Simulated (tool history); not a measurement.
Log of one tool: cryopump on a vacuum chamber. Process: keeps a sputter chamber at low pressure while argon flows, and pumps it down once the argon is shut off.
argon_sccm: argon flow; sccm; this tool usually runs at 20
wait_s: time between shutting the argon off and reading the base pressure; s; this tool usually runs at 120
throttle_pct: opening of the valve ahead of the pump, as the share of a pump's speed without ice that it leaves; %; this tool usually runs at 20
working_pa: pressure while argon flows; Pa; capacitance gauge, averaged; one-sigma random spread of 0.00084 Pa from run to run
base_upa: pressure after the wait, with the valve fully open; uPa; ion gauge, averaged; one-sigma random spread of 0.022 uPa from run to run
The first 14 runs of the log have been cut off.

run,hour,argon_sccm,wait_s,throttle_pct,working_pa,base_upa
15,598.3,23,120,20,0.2071,3.07
16,634.4,23,120,20,0.2057,3.12
17,667.8,20,30,20,0.1807,4.04
18,711.5,21,120,20,0.1916,3.18
19,736.2,21,120,20,0.1909,3.23
20,775.6,20,26,22,0.1666,4.42
# hour 823.5: pump warmed up, emptied and cooled again
21,826,20,26,22,0.1536,3.4
22,866,20,30,53,0.0642,3.45
23,915.8,20,30,53,0.0648,3.39
24,952.6,12,218,20,0.1017,2.52
25,989.7,12,218,20,0.1026,2.58
26,1021.1,25,120,39,0.1106,2.72
27,1072.2,25,79,39,0.1111,2.95
28,1108.6,22,79,35,0.1093,3.08
29,1159,22,44,54,0.0716,3.48

Predict the results of run 30:
30,1216.9,13,238,32,?,?

{"run 30": {"working_pa": 0.0712, "base_upa": 2.87}}
With no hidden state in the tool, this same run would have given working_pa 0.0684 Pa, base_upa 0.45 uPa.
